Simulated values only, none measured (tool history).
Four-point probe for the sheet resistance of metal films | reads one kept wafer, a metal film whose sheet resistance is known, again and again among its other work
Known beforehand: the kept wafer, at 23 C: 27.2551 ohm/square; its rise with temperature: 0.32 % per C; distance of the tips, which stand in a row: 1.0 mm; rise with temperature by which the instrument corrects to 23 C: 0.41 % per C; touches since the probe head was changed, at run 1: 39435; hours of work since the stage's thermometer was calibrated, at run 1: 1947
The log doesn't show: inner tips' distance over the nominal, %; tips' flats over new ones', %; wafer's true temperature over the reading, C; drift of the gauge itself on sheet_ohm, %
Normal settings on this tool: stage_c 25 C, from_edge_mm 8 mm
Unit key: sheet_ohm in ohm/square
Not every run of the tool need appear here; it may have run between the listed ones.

run	hour	stage_c	from_edge_mm	touches since the probe head was changed	hours of work since the stage's thermometer was calibrated	sheet_ohm
1	0	25	8	39435	1947	27.431481
2	70.8	22	8	40959	1985	27.506301
3	175.7	22	8	43221	2040	27.512674
# hour 229.3: stage's thermometer calibrated
4	257.3	25	8	44969	15	27.441303
5	315.7	25	8	46228	45	27.442832
6	451.1	27	8	49146	117	27.385108
7	529.7	20	8	50839	158	27.55788
8	586.6	25	8	52066	188	27.438956
9	663	33	8	53712	228	27.247173
10	787.3	22	8	56391	294	27.508947
11	850.8	22	8	57759	327	27.521452
12	951.6	25	8	59932	380	27.438321
13	1042.6	25	8	61893	428	27.433941
14	1141.2	26	8	64017	480	27.417509
15	1203.7	26	27	65365	513	27.214812
16	1278.4	26	27	66976	552	27.211851
17	1340.5	26	27	68312	585	27.21066
18	1462.4	25	8	70940	649	27.439362
19	1523	25	8	72247	681	27.448829
20	1626.6	25	8	74478	735	27.444146
21	1710	25	8	76276	779	27.435622
22	1823.8	25	8	78729	839	27.427231
23	1920.3	25	45	80809	890	27.20805
24	1994.7	19	14	82411	929	27.423753
25	2070.9	26	5	84055	969	27.757884
26	2169.8	19	4	86186	1021	28.232787
27	2291.1	19	4	88799	1085	28.247573
28	2348.2	27	5	90031	1115	27.740492
29	2484.1	24	6	92959	1187	27.627577
30	2556.8	24	6	94526	1225	27.63345
31	2628.3	28	33	96068	1263	27.151116
32	2744.5	28	33	98572	1324	27.147349
33	2810	23	68	99982	1358	27.267495
34	2916.1	32	68	102268	1414	27.056218

Run 35 has not been measured yet. What should we expect?
35	3010.6	20	34	104305	1464	?

{"run 35": {"sheet_ohm": 27.341278}}
On a tool with no hidden condition, and with the same random variation, this run would have come out at sheet_ohm 27.338975 ohm/square.
